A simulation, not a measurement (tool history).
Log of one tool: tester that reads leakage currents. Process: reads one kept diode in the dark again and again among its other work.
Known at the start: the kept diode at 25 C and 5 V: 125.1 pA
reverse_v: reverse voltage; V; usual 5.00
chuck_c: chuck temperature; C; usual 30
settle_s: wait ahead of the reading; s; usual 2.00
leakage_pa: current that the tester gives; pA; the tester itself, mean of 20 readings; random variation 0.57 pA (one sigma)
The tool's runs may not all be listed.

{"run": 1, "day": 0.0, "reverse_v": 5.0, "chuck_c": 30, "settle_s": 2.0, "leakage_pa": 191.7}
{"run": 2, "day": 2.642, "reverse_v": 5.0, "chuck_c": 30, "settle_s": 2.0, "leakage_pa": 190.57}
{"run": 3, "day": 5.333, "reverse_v": 5.0, "chuck_c": 30, "settle_s": 2.0, "leakage_pa": 190.36}
{"run": 4, "day": 7.371, "reverse_v": 5.0, "chuck_c": 30, "settle_s": 2.0, "leakage_pa": 190.33}
{"run": 5, "day": 8.912, "reverse_v": 1.66, "chuck_c": 30, "settle_s": 2.0, "leakage_pa": 103.24}
{"run": 6, "day": 11.754, "reverse_v": 1.66, "chuck_c": 30, "settle_s": 2.0, "leakage_pa": 102.66}
{"run": 7, "day": 13.246, "reverse_v": 1.66, "chuck_c": 30, "settle_s": 2.0, "leakage_pa": 102.71}
{"run": 8, "day": 16.029, "reverse_v": 2.3, "chuck_c": 30, "settle_s": 2.0, "leakage_pa": 123.55}
{"run": 9, "day": 19.221, "reverse_v": 2.3, "chuck_c": 30, "settle_s": 2.0, "leakage_pa": 124.03}
{"run": 10, "day": 21.992, "reverse_v": 2.3, "chuck_c": 30, "settle_s": 2.0, "leakage_pa": 123.53}
{"run": 11, "day": 24.862, "reverse_v": 1.96, "chuck_c": 30, "settle_s": 2.0, "leakage_pa": 113.23}
{"run": 12, "day": 27.571, "reverse_v": 1.96, "chuck_c": 30, "settle_s": 2.0, "leakage_pa": 113.34}
{"run": 13, "day": 29.521, "reverse_v": 5.0, "chuck_c": 30, "settle_s": 2.0, "leakage_pa": 189.04}
{"run": 14, "day": 31.662, "reverse_v": 5.0, "chuck_c": 48, "settle_s": 2.0, "leakage_pa": 763.23}
{"day": 33.012, "done": "chuck's temperature calibrated"}
{"run": 15, "day": 33.296, "reverse_v": 5.0, "chuck_c": 48, "settle_s": 2.0, "leakage_pa": 764.81}
{"day": 33.871, "done": "probe card cleaned and baked"}
{"run": 16, "day": 35.929, "reverse_v": 5.0, "chuck_c": 48, "settle_s": 2.0, "leakage_pa": 763.77}
{"run": 17, "day": 39.104, "reverse_v": 4.26, "chuck_c": 30, "settle_s": 2.0, "leakage_pa": 174.68}
{"run": 18, "day": 41.679, "reverse_v": 4.26, "chuck_c": 30, "settle_s": 2.0, "leakage_pa": 174.63}
{"run": 19, "day": 43.871, "reverse_v": 4.26, "chuck_c": 30, "settle_s": 2.0, "leakage_pa": 174.41}
{"run": 20, "day": 46.188, "reverse_v": 4.26, "chuck_c": 30, "settle_s": 2.0, "leakage_pa": 174.5}
{"run": 21, "day": 49.062, "reverse_v": 11.4, "chuck_c": 30, "settle_s": 9.5, "leakage_pa": 300.81}
{"run": 22, "day": 51.642, "reverse_v": 1.89, "chuck_c": 54, "settle_s": 0.78, "leakage_pa": 677.39}
{"run": 23, "day": 53.517, "reverse_v": 1.89, "chuck_c": 54, "settle_s": 0.78, "leakage_pa": 686.3}
{"run": 24, "day": 54.954, "reverse_v": 6.07, "chuck_c": 24, "settle_s": 7.82, "leakage_pa": 128.09}
{"run": 25, "day": 58.125, "reverse_v": 5.85, "chuck_c": 37, "settle_s": 0.78, "leakage_pa": 364.71}
{"run": 26, "day": 59.667, "reverse_v": 2.94, "chuck_c": 30, "settle_s": 2.15, "leakage_pa": 141.36}
{"run": 27, "day": 61.746, "reverse_v": 6.34, "chuck_c": 30, "settle_s": 5.61, "leakage_pa": 217.41}
{"run": 28, "day": 63.867, "reverse_v": 2.8, "chuck_c": 23, "settle_s": 3.21, "leakage_pa": 77.2}
{"run": 29, "day": 66.317, "reverse_v": 2.8, "chuck_c": 26, "settle_s": 6.58, "leakage_pa": 98.6}
{"run": 30, "day": 68.075, "reverse_v": 1.47, "chuck_c": 57, "settle_s": 0.84, "leakage_pa": 733.51}
{"run": 31, "day": 70.371, "reverse_v": 1.16, "chuck_c": 21, "settle_s": 2.0, "leakage_pa": 39.69}
{"run": 32, "day": 72.192, "reverse_v": 11.96, "chuck_c": 25, "settle_s": 0.82, "leakage_pa": 207.99}
{"run": 33, "day": 74.396, "reverse_v": 4.38, "chuck_c": 25, "settle_s": 3.76, "leakage_pa": 116.34}
{"run": 34, "day": 76.125, "reverse_v": 4.38, "chuck_c": 25, "settle_s": 3.76, "leakage_pa": 117.18}
{"run": 35, "day": 78.417, "reverse_v": 1.98, "chuck_c": 30, "settle_s": 1.93, "leakage_pa": 114.4}
{"run": 36, "day": 81.55, "reverse_v": 3.9, "chuck_c": 39, "settle_s": 4.55, "leakage_pa": 338.15}
{"run": 37, "day": 83.596, "reverse_v": 5.0, "chuck_c": 42, "settle_s": 2.05, "leakage_pa": 488.47}
{"day": 84.967, "done": "chuck's temperature calibrated"}
{"run": 38, "day": 85.308, "reverse_v": 5.0, "chuck_c": 22, "settle_s": 0.69, "leakage_pa": 99.17}
{"run": 39, "day": 87.158, "reverse_v": 5.0, "chuck_c": 22, "settle_s": 0.69, "leakage_pa": 99.24}

5 ways to go on from here, each from the tool as it stands after run 39. What would each give?
{"run": "A", "day": 90.183, "reverse_v": 11.47, "chuck_c": 27, "settle_s": 2.03, "leakage_pa": "?"}
{"run": "B", "day": 90.183, "reverse_v": 5.0, "chuck_c": 24, "settle_s": 2.0, "leakage_pa": "?"}
{"run": "C", "day": 90.183, "reverse_v": 19.0, "chuck_c": 29, "settle_s": 4.99, "leakage_pa": "?"}
{"run": "D", "day": 90.183, "reverse_v": 5.25, "chuck_c": 26, "settle_s": 5.08, "leakage_pa": "?"}
{"run": "E", "day": 90.183, "reverse_v": 5.0, "chuck_c": 20, "settle_s": 0.69, "leakage_pa": "?"}

run=A leakage_pa=237.27
run=B leakage_pa=115.47
run=C leakage_pa=368.28
run=D leakage_pa=140.95
run=E leakage_pa=83.95
Without the tool's hidden state the same runs would have given:
run=A leakage_pa=237.22
run=B leakage_pa=115.46
run=C leakage_pa=368.20
run=D leakage_pa=140.94
run=E leakage_pa=83.92

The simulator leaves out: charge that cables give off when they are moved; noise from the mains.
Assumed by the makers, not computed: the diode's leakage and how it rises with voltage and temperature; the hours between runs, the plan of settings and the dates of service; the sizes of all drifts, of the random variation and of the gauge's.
